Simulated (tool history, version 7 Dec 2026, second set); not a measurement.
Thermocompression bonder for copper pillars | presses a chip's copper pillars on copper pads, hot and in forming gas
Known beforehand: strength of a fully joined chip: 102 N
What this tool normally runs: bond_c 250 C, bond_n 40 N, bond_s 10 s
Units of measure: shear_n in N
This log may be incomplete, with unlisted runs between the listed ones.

| run | hour | bond_c | bond_n | bond_s | shear_n |
|---|---|---|---|---|---|
| 1 | 0 | 250 | 40 | 10 | 60.8 |
| 2 | 15.5 | 252 | 40 | 10 | 60.7 |
| 3 | 30.4 | 252 | 40 | 10 | 60.7 |
| 4 | 37.6 | 252 | 40 | 10 | 61.8 |
| 5 | 46.5 | 253 | 40 | 10 | 62.3 |
| 6 | 58.6 | 253 | 40 | 19 | 72.6 |
| 7 | 73.3 | 253 | 40 | 19 | 73.3 |
| 8 | 83.6 | 256 | 40 | 7 | 56.5 |
| 9 | 97.9 | 256 | 40 | 7 | 57.7 |
| 10 | 110.7 | 221 | 44 | 7 | 42.1 |

Missing from the log above: 1 entry noted between runs. For each, name the pair of listed runs it sits between and say how the tool's hidden condition differs from the listed run just before to the listed run just after:
From run 8 to run 9: forming gas filter changed (hour 86.7)
  oxide that the forming gas leaves, % of the face: 1.02 -> 0.53
